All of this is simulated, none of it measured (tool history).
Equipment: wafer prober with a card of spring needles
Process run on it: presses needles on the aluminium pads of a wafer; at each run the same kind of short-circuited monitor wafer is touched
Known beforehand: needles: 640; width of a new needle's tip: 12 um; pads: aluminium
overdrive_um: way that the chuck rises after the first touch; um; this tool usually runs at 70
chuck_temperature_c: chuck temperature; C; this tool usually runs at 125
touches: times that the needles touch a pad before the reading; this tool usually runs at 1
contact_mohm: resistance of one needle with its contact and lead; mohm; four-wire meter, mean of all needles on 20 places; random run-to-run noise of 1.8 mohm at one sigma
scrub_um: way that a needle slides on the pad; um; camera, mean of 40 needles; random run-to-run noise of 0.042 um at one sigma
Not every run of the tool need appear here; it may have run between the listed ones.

run,hour,overdrive_um,chuck_temperature_c,touches,contact_mohm,scrub_um
1,0.0,70,125,1,193,19.26
# hour 16.7: tips cleaned on abrasive film
# hour 30.1: tips cleaned on abrasive film
# hour 46.8: tips cleaned on abrasive film
# hour 63.5: tips cleaned on abrasive film
# hour 80.2: tips cleaned on abrasive film
# hour 96.9: tips cleaned on abrasive film
2,99.7,70,125,1,193,19.35
# hour 113.0: tips cleaned on abrasive film
# hour 126.4: tips cleaned on abrasive film
# hour 143.1: tips cleaned on abrasive film
# hour 159.8: tips cleaned on abrasive film
# hour 176.5: tips cleaned on abrasive film
3,187.8,70,125,1,195,19.33
# hour 191.3: tips cleaned on abrasive film
# hour 204.6: tips cleaned on abrasive film
# hour 218.0: tips cleaned on abrasive film
# hour 234.7: tips cleaned on abrasive film
4,246.0,70,125,1,194,19.38
# hour 249.4: tips cleaned on abrasive film
# hour 262.8: tips cleaned on abrasive film
# hour 279.5: tips cleaned on abrasive film
# hour 296.2: tips cleaned on abrasive film
# hour 312.9: tips cleaned on abrasive film
5,324.5,70,125,1,193,19.40
# hour 327.9: tips cleaned on abrasive film
# hour 341.3: tips cleaned on abrasive film
# hour 358.0: tips cleaned on abrasive film
# hour 371.4: tips cleaned on abrasive film
# hour 384.8: tips cleaned on abrasive film
# hour 398.5: tips cleaned on abrasive film
6,398.5,70,125,1,199,19.29
# hour 415.2: tips cleaned on abrasive film
# hour 428.6: tips cleaned on abrasive film
# hour 442.0: tips cleaned on abrasive film
# hour 458.7: tips cleaned on abrasive film
# hour 459.0: height of the first contact set anew
7,471.8,70,125,1,195,19.35
# hour 475.2: tips cleaned on abrasive film
# hour 488.6: tips cleaned on abrasive film
# hour 505.3: tips cleaned on abrasive film
# hour 522.0: tips cleaned on abrasive film
# hour 535.4: tips cleaned on abrasive film
# hour 552.1: tips cleaned on abrasive film
# hour 566.6: tips cleaned on abrasive film
8,566.6,70,125,1,192,19.45
# hour 583.3: tips cleaned on abrasive film
# hour 596.7: tips cleaned on abrasive film
# hour 613.4: tips cleaned on abrasive film
# hour 630.1: tips cleaned on abrasive film
# hour 643.5: tips cleaned on abrasive film
9,644.4,70,125,1,195,19.44
# hour 657.7: tips cleaned on abrasive film
# hour 674.4: tips cleaned on abrasive film
# hour 691.2: tips cleaned on abrasive film
10,699.0,90,49,1,179,25.12
# hour 705.7: tips cleaned on abrasive film
# hour 722.4: tips cleaned on abrasive film
# hour 739.1: tips cleaned on abrasive film
# hour 752.5: tips cleaned on abrasive film
# hour 769.2: tips cleaned on abrasive film
11,777.3,73,59,2,180,20.37
# hour 784.0: tips cleaned on abrasive film
# hour 800.8: tips cleaned on abrasive film
# hour 817.5: tips cleaned on abrasive film
12,826.0,73,59,2,180,20.40
# hour 832.8: tips cleaned on abrasive film
# hour 846.2: tips cleaned on abrasive film
# hour 862.9: tips cleaned on abrasive film
# hour 876.2: tips cleaned on abrasive film
# hour 889.5: gauge calibrated
# hour 892.9: tips cleaned on abrasive film
# hour 909.6: tips cleaned on abrasive film
13,911.5,73,59,2,179,20.18
# hour 924.9: tips cleaned on abrasive film
# hour 941.6: tips cleaned on abrasive film
# hour 958.3: tips cleaned on abrasive film
14,969.2,73,59,2,181,20.17
# hour 972.6: tips cleaned on abrasive film
# hour 986.0: tips cleaned on abrasive film
# hour 996.2: height of the first contact set anew
# hour 999.7: tips cleaned on abrasive film
# hour 1016.4: tips cleaned on abrasive film
# hour 1033.1: tips cleaned on abrasive film
# hour 1046.4: tips cleaned on abrasive film
# hour 1063.2: tips cleaned on abrasive film
15,1065.0,70,51,2,177,19.31
# hour 1078.4: tips cleaned on abrasive film
# hour 1091.8: tips cleaned on abrasive film
# hour 1108.5: tips cleaned on abrasive film
# hour 1121.9: tips cleaned on abrasive film
16,1123.0,55,33,1,177,15.21
# hour 1136.4: tips cleaned on abrasive film
# hour 1153.1: tips cleaned on abrasive film
# hour 1166.5: tips cleaned on abrasive film
# hour 1179.9: tips cleaned on abrasive film
17,1191.4,70,75,1,187,19.36
# hour 1194.8: tips cleaned on abrasive film
# hour 1211.5: tips cleaned on abrasive film
# hour 1228.2: tips cleaned on abrasive film
# hour 1244.9: tips cleaned on abrasive film
18,1248.5,70,75,1,182,19.38

Branching from run 18: 4 alternative next runs. What would each branch give?
# hour 1258.6: tips cleaned on abrasive film
# hour 1275.3: tips cleaned on abrasive film
# hour 1288.7: tips cleaned on abrasive film
# hour 1305.4: tips cleaned on abrasive film
# hour 1318.8: tips cleaned on abrasive film
A,1320.4,80,125,1,?,?
# hour 1258.6: tips cleaned on abrasive film
# hour 1275.3: tips cleaned on abrasive film
# hour 1288.7: tips cleaned on abrasive film
# hour 1305.4: tips cleaned on abrasive film
# hour 1318.8: tips cleaned on abrasive film
B,1320.4,59,39,2,?,?
# hour 1258.6: tips cleaned on abrasive film
# hour 1275.3: tips cleaned on abrasive film
# hour 1288.7: tips cleaned on abrasive film
# hour 1305.4: tips cleaned on abrasive film
# hour 1318.8: tips cleaned on abrasive film
C,1320.4,74,34,3,?,?
# hour 1258.6: tips cleaned on abrasive film
# hour 1275.3: tips cleaned on abrasive film
# hour 1288.7: tips cleaned on abrasive film
# hour 1305.4: tips cleaned on abrasive film
# hour 1318.8: tips cleaned on abrasive film
D,1320.4,88,28,1,?,?

run,contact_mohm,scrub_um
A,194,22.19
B,176,16.31
C,173,20.61
D,174,24.44
Take away the tool's hidden state, keep each run's random variation, and the runs would have read:
run,contact_mohm,scrub_um
A,194,22.08
B,176,16.23
C,173,20.50
D,174,24.31
